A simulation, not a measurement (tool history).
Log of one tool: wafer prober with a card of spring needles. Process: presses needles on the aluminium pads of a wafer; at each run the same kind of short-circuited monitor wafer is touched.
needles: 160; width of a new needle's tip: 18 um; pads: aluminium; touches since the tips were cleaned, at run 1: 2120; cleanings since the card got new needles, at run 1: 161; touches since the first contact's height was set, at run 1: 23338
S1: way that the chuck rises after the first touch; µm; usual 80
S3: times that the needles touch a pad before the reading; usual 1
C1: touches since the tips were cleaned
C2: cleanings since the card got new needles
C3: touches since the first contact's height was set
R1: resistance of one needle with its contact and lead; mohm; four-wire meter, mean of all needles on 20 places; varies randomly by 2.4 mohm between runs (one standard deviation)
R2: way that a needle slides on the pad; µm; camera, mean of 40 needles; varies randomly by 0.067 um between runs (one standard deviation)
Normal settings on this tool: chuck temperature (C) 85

Run 1, hour 0.0: usual settings; C1 2120; C2 161; C3 23338. Result: R1 394 mohm, R2 16.17 µm.
At hour 1.3: tips cleaned on abrasive film.
At hour 6.3: tips cleaned on abrasive film.
At hour 12.4: tips cleaned on abrasive film.
Run 2, hour 15.6: usual settings; C1 1741; C2 164; C3 31707. Result: R1 379 mohm, R2 16.13 µm.
At hour 18.2: tips cleaned on abrasive film.
At hour 24.3: tips cleaned on abrasive film.
At hour 29.5: tips cleaned on abrasive film.
Run 3, hour 29.5: usual settings but S1 86 µm; C1 0; C2 167; C3 39105. Result: R1 295 mohm, R2 17.33 µm.
At hour 35.6: tips cleaned on abrasive film.
At hour 41.8: tips cleaned on abrasive film.
Run 4, hour 46.5: usual settings but S1 86 µm; C1 2548; C2 169; C3 48265. Result: R1 385 mohm, R2 17.25 µm.
At hour 47.8: tips cleaned on abrasive film.
At hour 52.7: tips cleaned on abrasive film.
At hour 58.9: tips cleaned on abrasive film.
At hour 65.1: tips cleaned on abrasive film.
Run 5, hour 69.6: usual settings but S3 2; C1 2489; C2 173; C3 60700. Result: R1 353 mohm, R2 15.85 µm.
At hour 71.0: tips cleaned on abrasive film.
At hour 72.5: height of the first contact set anew.
At hour 77.4: tips cleaned on abrasive film.
At hour 82.4: tips cleaned on abrasive film.
At hour 88.6: tips cleaned on abrasive film.
Run 6, hour 90.3: usual settings but S1 66 µm, S3 2; C1 921; C2 177; C3 9541. Result: R1 349 mohm, R2 13.26 µm.
At hour 93.9: tips cleaned on abrasive film.
At hour 100.1: tips cleaned on abrasive film.
At hour 106.2: tips cleaned on abrasive film.
Run 7, hour 108.6: usual settings but S1 66 µm, S3 2; C1 1308; C2 180; C3 19412. Result: R1 360 mohm, R2 13.34 µm.
At hour 112.4: tips cleaned on abrasive film.
At hour 118.6: tips cleaned on abrasive film.
At hour 124.7: tips cleaned on abrasive film.
At hour 130.9: tips cleaned on abrasive film.
Run 8, hour 132.6: usual settings but S1 66 µm, S3 2; C1 954; C2 184; C3 32301. Result: R1 352 mohm, R2 13.28 µm.
At hour 136.4: tips cleaned on abrasive film.
At hour 141.3: tips cleaned on abrasive film.
At hour 147.5: tips cleaned on abrasive film.
At hour 152.5: tips cleaned on abrasive film.
Run 9, hour 156.6: usual settings but S1 66 µm, S3 2; C1 2271; C2 188; C3 45165. Result: R1 381 mohm, R2 13.09 µm.
At hour 157.9: tips cleaned on abrasive film.
At hour 162.9: tips cleaned on abrasive film.
At hour 169.1: tips cleaned on abrasive film.
At hour 175.2: tips cleaned on abrasive film.
Run 10, hour 175.3: usual settings but S1 66 µm, S3 2; C1 59; C2 192; C3 55169. Result: R1 300 mohm, R2 13.15 µm.
At hour 180.3: tips cleaned on abrasive film.
At hour 186.4: tips cleaned on abrasive film.
At hour 187.9: height of the first contact set anew.
Run 11, hour 191.2: usual settings but S1 66 µm, S3 2; C1 2445; C2 194; C3 1782. Result: R1 383 mohm, R2 13.58 µm.
At hour 192.5: tips cleaned on abrasive film.
At hour 197.5: tips cleaned on abrasive film.
At hour 203.5: tips cleaned on abrasive film.
At hour 208.5: tips cleaned on abrasive film.
Run 12, hour 212.2: usual settings but S3 2; C1 2042; C2 198; C3 13056. Result: R1 339 mohm, R2 16.24 µm.
At hour 213.6: tips cleaned on abrasive film.
At hour 219.7: tips cleaned on abrasive film.
At hour 225.9: tips cleaned on abrasive film.
At hour 231.1: tips cleaned on abrasive film.
Run 13, hour 231.1: usual settings but S1 66 µm; C1 0; C2 202; C3 23116. Result: R1 307 mohm, R2 13.34 µm.
At hour 237.2: tips cleaned on abrasive film.
At hour 243.4: tips cleaned on abrasive film.
At hour 249.5: tips cleaned on abrasive film.
At hour 255.7: tips cleaned on abrasive film.
Run 14, hour 258.0: usual settings but S1 86 µm, chuck temperature (C) 114, S3 2; C1 1287; C2 206; C3 37609. Result: R1 339 mohm, R2 17.27 µm.
At hour 261.8: tips cleaned on abrasive film.
At hour 267.9: tips cleaned on abrasive film.
At hour 272.9: tips cleaned on abrasive film.
At hour 279.1: tips cleaned on abrasive film.
Run 15, hour 281.2: usual settings but chuck temperature (C) 31; C1 1147; C2 210; C3 50028. Result: R1 363 mohm, R2 15.89 µm.
At hour 284.9: tips cleaned on abrasive film.
At hour 291.1: tips cleaned on abrasive film.
Run 16, hour 292.8: usual settings but S1 68 µm, chuck temperature (C) 46, S3 3; C1 916; C2 212; C3 56248. Result: R1 312 mohm, R2 13.39 µm.
At hour 296.5: tips cleaned on abrasive film.
At hour 302.7: tips cleaned on abrasive film.
At hour 303.0: height of the first contact set anew.
At hour 309.1: tips cleaned on abrasive film.
At hour 314.5: tips cleaned on abrasive film.
Run 17, hour 314.5: usual settings but S1 68 µm, chuck temperature (C) 46, S3 3; C1 0; C2 216; C3 6173. Result: R1 275 mohm, R2 13.79 µm.
At hour 320.7: tips cleaned on abrasive film.
At hour 326.8: tips cleaned on abrasive film.
At hour 333.0: tips cleaned on abrasive film.
At hour 345.0: card fitted with new needles.
At hour 351.2: tips cleaned on abrasive film.
Run 18, hour 352.0: usual settings but S1 65 µm, chuck temperature (C) 50, S3 3; C1 428; C2 1; C3 3743. Result: R1 284 mohm, R2 13.12 µm.
At hour 356.9: tips cleaned on abrasive film.
At hour 361.9: tips cleaned on abrasive film.
At hour 367.0: tips cleaned on abrasive film.
Run 19, hour 367.0: usual settings but S1 62 µm, chuck temperature (C) 38, S3 2; C1 0; C2 4; C3 11810. Result: R1 274 mohm, R2 12.54 µm.
At hour 373.2: tips cleaned on abrasive film.
At hour 379.3: tips cleaned on abrasive film.
At hour 385.5: tips cleaned on abrasive film.
Run 20, hour 386.6: usual settings but S3 3; C1 576; C2 7; C3 22309. Result: R1 286 mohm, R2 16.19 µm.
At hour 391.5: tips cleaned on abrasive film.
At hour 397.7: tips cleaned on abrasive film.
At hour 402.6: tips cleaned on abrasive film.
At hour 408.5: tips cleaned on abrasive film.
Run 21, hour 408.5: usual settings but S1 72 µm, S3 3; C1 0; C2 11; C3 34054. Result: R1 282 mohm, R2 14.42 µm.
At hour 414.6: tips cleaned on abrasive film.
At hour 419.5: tips cleaned on abrasive film.
At hour 425.7: tips cleaned on abrasive film.
At hour 431.9: tips cleaned on abrasive film.
Run 22, hour 434.9: usual settings but S1 72 µm, S3 3; C1 1665; C2 15; C3 48277. Result: R1 302 mohm, R2 14.33 µm.
At hour 437.5: tips cleaned on abrasive film.
At hour 443.6: tips cleaned on abrasive film.
At hour 449.8: tips cleaned on abrasive film.
At hour 454.8: tips cleaned on abrasive film.
Run 23, hour 456.5: usual settings but S3 2; C1 934; C2 19; C3 59820. Result: R1 305 mohm, R2 15.91 µm.
At hour 460.2: tips cleaned on abrasive film.
At hour 460.5: height of the first contact set anew.
At hour 466.7: tips cleaned on abrasive film.
At hour 472.9: tips cleaned on abrasive film.
At hour 478.5: tips cleaned on abrasive film.
Run 24, hour 478.5: usual settings but S3 2; C1 0; C2 23; C3 9622. Result: R1 286 mohm, R2 16.23 µm.
At hour 484.6: tips cleaned on abrasive film.
At hour 490.8: tips cleaned on abrasive film.
At hour 496.9: tips cleaned on abrasive film.
At hour 503.0: tips cleaned on abrasive film.
Run 25, hour 504.4: usual settings but S3 2; C1 732; C2 27; C3 23558. Result: R1 301 mohm, R2 16.13 µm.
At hour 508.1: tips cleaned on abrasive film.
At hour 513.1: tips cleaned on abrasive film.
At hour 519.3: tips cleaned on abrasive film.
At hour 525.4: tips cleaned on abrasive film.
At hour 530.8: tips cleaned on abrasive film.
Run 26, hour 530.8: usual settings but S1 66 µm, chuck temperature (C) 114, S3 3; C1 0; C2 32; C3 37721. Result: R1 292 mohm, R2 13.25 µm.

Forecast each of these 3 alternatives for the next run:
At hour 537.0: tips cleaned on abrasive film.
At hour 543.1: tips cleaned on abrasive film.
Run A, hour 545.0: usual settings but S1 71 µm, chuck temperature (C) 35; C1 1027; C2 34; C3 45341. Result: R1 ?, R2 ?.
At hour 537.0: tips cleaned on abrasive film.
At hour 543.1: tips cleaned on abrasive film.
Run B, hour 545.0: usual settings but S1 72 µm; C1 1027; C2 34; C3 45341. Result: R1 ?, R2 ?.
At hour 537.0: tips cleaned on abrasive film.
At hour 543.1: tips cleaned on abrasive film.
Run C, hour 545.0: usual settings but S1 69 µm, chuck temperature (C) 56, S3 2; C1 1027; C2 34; C3 45341. Result: R1 ?, R2 ?.

run   R1     R2
  A  345  14.31
  B  354  14.34
  C  320  13.82
Stripped of hidden state, with their random variation kept, the same runs would have yielded:
run   R1     R2
  A  265  14.61
  B  281  14.64
  C  270  14.12
